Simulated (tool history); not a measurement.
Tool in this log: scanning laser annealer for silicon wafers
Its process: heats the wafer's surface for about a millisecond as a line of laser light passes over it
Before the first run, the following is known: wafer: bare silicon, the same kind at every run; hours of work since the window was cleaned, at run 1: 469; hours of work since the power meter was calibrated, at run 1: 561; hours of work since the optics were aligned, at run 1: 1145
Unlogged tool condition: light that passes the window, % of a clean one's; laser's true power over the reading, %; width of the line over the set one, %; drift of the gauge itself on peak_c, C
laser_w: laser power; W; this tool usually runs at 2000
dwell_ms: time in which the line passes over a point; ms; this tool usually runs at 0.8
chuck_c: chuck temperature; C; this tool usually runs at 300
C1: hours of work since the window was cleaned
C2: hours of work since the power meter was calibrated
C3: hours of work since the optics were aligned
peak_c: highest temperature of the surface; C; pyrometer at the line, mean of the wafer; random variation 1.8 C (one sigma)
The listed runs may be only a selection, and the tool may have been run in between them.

run 1 day=0 | laser_w=2000 dwell_ms=0.8 chuck_c=300 | C1=469 C2=561 C3=1145 | peak_c=1041
run 2 day=0.529 | laser_w=2000 dwell_ms=0.8 chuck_c=300 | C1=478 C2=570 C3=1154 | peak_c=1036
run 3 day=1 | laser_w=2000 dwell_ms=0.8 chuck_c=300 | C1=486 C2=579 C3=1163 | peak_c=1041
run 4 day=1.662 | laser_w=2142 dwell_ms=0.8 chuck_c=300 | C1=498 C2=590 C3=1174 | peak_c=1088
-- day=2.525 window over the wafer cleaned
run 5 day=2.608 | laser_w=2142 dwell_ms=0.8 chuck_c=300 | C1=1 C2=605 C3=1189 | peak_c=1127
run 6 day=3.75 | laser_w=2142 dwell_ms=0.8 chuck_c=300 | C1=21 C2=625 C3=1209 | peak_c=1124
run 7 day=4.654 | laser_w=2000 dwell_ms=0.8 chuck_c=300 | C1=37 C2=641 C3=1225 | peak_c=1068
run 8 day=5.558 | laser_w=2000 dwell_ms=0.8 chuck_c=300 | C1=53 C2=657 C3=1241 | peak_c=1068
run 9 day=6.246 | laser_w=2000 dwell_ms=0.8 chuck_c=300 | C1=65 C2=669 C3=1253 | peak_c=1068
run 10 day=7.083 | laser_w=2000 dwell_ms=0.8 chuck_c=300 | C1=79 C2=683 C3=1267 | peak_c=1068
run 11 day=8.029 | laser_w=2000 dwell_ms=0.8 chuck_c=300 | C1=96 C2=700 C3=1284 | peak_c=1069
run 12 day=9.162 | laser_w=2000 dwell_ms=0.8 chuck_c=300 | C1=116 C2=719 C3=1303 | peak_c=1066
run 13 day=9.862 | laser_w=2000 dwell_ms=0.8 chuck_c=300 | C1=128 C2=732 C3=1316 | peak_c=1063
run 14 day=10.912 | laser_w=2107 dwell_ms=0.911 chuck_c=297 | C1=146 C2=750 C3=1334 | peak_c=1159
run 15 day=11.446 | laser_w=1906 dwell_ms=0.942 chuck_c=332 | C1=155 C2=759 C3=1343 | peak_c=1126
-- day=11.638 laser's power meter calibrated
run 16 day=12.683 | laser_w=1906 dwell_ms=0.942 chuck_c=332 | C1=175 C2=18 C3=1363 | peak_c=1128
run 17 day=13.188 | laser_w=2163 dwell_ms=0.952 chuck_c=300 | C1=184 C2=27 C3=1371 | peak_c=1199
run 18 day=14.042 | laser_w=1870 dwell_ms=0.8 chuck_c=300 | C1=198 C2=42 C3=1386 | peak_c=1010
run 19 day=15.025 | laser_w=2084 dwell_ms=0.722 chuck_c=326 | C1=216 C2=59 C3=1403 | peak_c=1072
run 20 day=15.896 | laser_w=2084 dwell_ms=0.722 chuck_c=326 | C1=231 C2=74 C3=1419 | peak_c=1066
run 21 day=16.958 | laser_w=2000 dwell_ms=0.8 chuck_c=276 | C1=249 C2=93 C3=1437 | peak_c=1029
run 22 day=17.817 | laser_w=2000 dwell_ms=0.8 chuck_c=339 | C1=264 C2=108 C3=1452 | peak_c=1092
-- day=18.317 laser's power meter calibrated, once more
run 23 day=18.567 | laser_w=2000 dwell_ms=0.8 chuck_c=339 | C1=275 C2=4 C3=1463 | peak_c=1090

Entry by entry between the runs, the difference in hidden state between the last listed run before and the first listed run after:
In the gap between runs 4 and 5: window over the wafer cleaned (day 2.525)
  light that passes the window, % of a clean one's: 95.04 -> 99.95; width of the line over the set one, %: 1.21 -> 1.22
  difference, measured minus the result without the unlogged condition, peak_c: -44 -> -6 C
In the gap between runs 15 and 16: laser's power meter calibrated (day 11.638)
  light that passes the window, % of a clean one's: 98.5 -> 98.31; laser's true power over the reading, %: -0.18 -> -0.25; width of the line over the set one, %: 1.37 -> 1.39
  difference, measured minus the result without the unlogged condition, peak_c: -17 -> -20 C
In the gap between runs 22 and 23: laser's power meter calibrated, once more (day 18.317)
  light that passes the window, % of a clean one's: 97.46 -> 97.34; laser's true power over the reading, %: -0.29 -> -0.05; width of the line over the set one, %: 1.47 -> 1.48
  difference, measured minus the result without the unlogged condition, peak_c: -26 -> -25 C

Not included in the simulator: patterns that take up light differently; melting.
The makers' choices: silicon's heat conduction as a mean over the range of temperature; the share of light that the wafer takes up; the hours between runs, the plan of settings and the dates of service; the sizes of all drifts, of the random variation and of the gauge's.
